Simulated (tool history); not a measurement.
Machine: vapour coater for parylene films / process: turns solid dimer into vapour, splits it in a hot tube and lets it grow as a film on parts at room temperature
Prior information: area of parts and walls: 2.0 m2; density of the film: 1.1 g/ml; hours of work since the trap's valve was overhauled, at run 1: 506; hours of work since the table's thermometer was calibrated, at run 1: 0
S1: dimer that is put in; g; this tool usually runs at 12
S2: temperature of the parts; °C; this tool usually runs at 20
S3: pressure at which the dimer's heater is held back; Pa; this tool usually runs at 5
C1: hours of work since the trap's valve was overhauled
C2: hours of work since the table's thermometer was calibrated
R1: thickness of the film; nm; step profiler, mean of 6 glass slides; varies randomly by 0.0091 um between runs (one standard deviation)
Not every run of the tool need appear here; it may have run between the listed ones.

run 1 hour=0 | S1=12 S2=20 S3=5 | C1=506 C2=0 | R1=2787
run 2 hour=30.1 | S1=12 S2=20 S3=7.94 | C1=530 C2=24 | R1=2497
run 3 hour=49.1 | S1=17 S2=20 S3=5 | C1=546 C2=40 | R1=3962
run 4 hour=79 | S1=17 S2=20 S3=5 | C1=570 C2=64 | R1=3918
run 5 hour=94.7 | S1=12 S2=29 S3=5 | C1=583 C2=77 | R1=2259
run 6 hour=114.6 | S1=12 S2=29 S3=5 | C1=599 C2=93 | R1=2266
run 7 hour=138.5 | S1=12 S2=29 S3=5 | C1=618 C2=112 | R1=2254
run 8 hour=155.8 | S1=12 S2=20 S3=5 | C1=632 C2=126 | R1=2772
run 9 hour=173.1 | S1=8 S2=30 S3=2.01 | C1=646 C2=140 | R1=1821
run 10 hour=200.1 | S1=5 S2=22 S3=9.4 | C1=668 C2=162 | R1=952
run 11 hour=222.6 | S1=8 S2=20 S3=4.08 | C1=686 C2=180 | R1=1936

Predict each of these 3 candidate next runs independently; none follows another, all start after run 11:
-- hour=231.8 trap's valve overhauled
run A hour=260.8 | S1=15 S2=17 S3=4.08 | C1=24 C2=208 | R1=?
-- hour=231.8 trap's valve overhauled
run B hour=260.8 | S1=16 S2=20 S3=6.22 | C1=24 C2=208 | R1=?
-- hour=231.8 trap's valve overhauled
run C hour=260.8 | S1=6 S2=19 S3=5 | C1=24 C2=208 | R1=?

run=A R1=4142
run=B R1=3737
run=C R1=1509
Stripped of hidden state, with their random variation kept, the same runs would have yielded:
run=A R1=4135
run=B R1=3731
run=C R1=1506
